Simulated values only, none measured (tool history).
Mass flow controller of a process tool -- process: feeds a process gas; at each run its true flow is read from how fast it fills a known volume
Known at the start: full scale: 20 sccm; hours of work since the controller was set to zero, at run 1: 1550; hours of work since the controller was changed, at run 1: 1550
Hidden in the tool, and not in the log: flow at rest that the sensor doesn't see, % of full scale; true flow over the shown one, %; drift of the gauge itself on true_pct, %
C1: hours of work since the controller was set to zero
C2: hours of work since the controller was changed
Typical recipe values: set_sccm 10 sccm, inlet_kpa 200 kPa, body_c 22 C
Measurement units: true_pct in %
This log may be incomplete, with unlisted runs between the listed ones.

run 1 hour=0 | set_sccm=10 inlet_kpa=200 body_c=22 | C1=1550 C2=1550 | true_pct=99.78
run 2 hour=286.9 | set_sccm=10 inlet_kpa=200 body_c=22 | C1=1728 C2=1728 | true_pct=99.9
run 3 hour=533 | set_sccm=10 inlet_kpa=200 body_c=22 | C1=1881 C2=1881 | true_pct=99.85
run 4 hour=806.6 | set_sccm=10 inlet_kpa=200 body_c=22 | C1=2051 C2=2051 | true_pct=99.87
run 5 hour=1045.5 | set_sccm=10 inlet_kpa=231 body_c=22 | C1=2200 C2=2200 | true_pct=99.83
run 6 hour=1348 | set_sccm=10 inlet_kpa=231 body_c=22 | C1=2388 C2=2388 | true_pct=99.95
run 7 hour=1608.3 | set_sccm=7 inlet_kpa=200 body_c=22 | C1=2550 C2=2550 | true_pct=99.88
run 8 hour=1890.4 | set_sccm=7 inlet_kpa=200 body_c=22 | C1=2725 C2=2725 | true_pct=100.02
run 9 hour=2076.3 | set_sccm=7 inlet_kpa=200 body_c=22 | C1=2841 C2=2841 | true_pct=99.83
run 10 hour=2260.3 | set_sccm=7 inlet_kpa=200 body_c=22 | C1=2955 C2=2955 | true_pct=99.92
run 11 hour=2569.5 | set_sccm=7 inlet_kpa=200 body_c=22 | C1=3148 C2=3148 | true_pct=99.94
run 12 hour=2733 | set_sccm=7 inlet_kpa=200 body_c=22 | C1=3249 C2=3249 | true_pct=99.91
run 13 hour=3008.2 | set_sccm=7 inlet_kpa=200 body_c=22 | C1=3421 C2=3421 | true_pct=100.02
run 14 hour=3183 | set_sccm=10 inlet_kpa=146 body_c=22 | C1=3529 C2=3529 | true_pct=99.69
run 15 hour=3351 | set_sccm=10 inlet_kpa=146 body_c=22 | C1=3634 C2=3634 | true_pct=99.64
run 16 hour=3570.7 | set_sccm=10 inlet_kpa=146 body_c=22 | C1=3770 C2=3770 | true_pct=99.58
run 17 hour=3734.7 | set_sccm=7 inlet_kpa=252 body_c=36 | C1=3872 C2=3872 | true_pct=98.96
run 18 hour=4027.9 | set_sccm=18 inlet_kpa=174 body_c=30 | C1=4055 C2=4055 | true_pct=99.13

Selected run-to-run steps in true_pct, each split into two signed amounts: the part the tool would show with no hidden state at all (from settings, incoming material and random variation), and the remainder, which goes to the hidden state together with any gauge scatter not common to the measured and the hidden-state-free results:
Run 16 -> 17: set_sccm 10 -> 7, inlet_kpa 146 -> 252, body_c 22 -> 36. true_pct -0.62 %: hidden state +0.27, all else -0.89.
Run 17 -> 18: set_sccm 7 -> 18, inlet_kpa 252 -> 174, body_c 36 -> 30. true_pct +0.17 %: hidden state -0.55, all else +0.72.
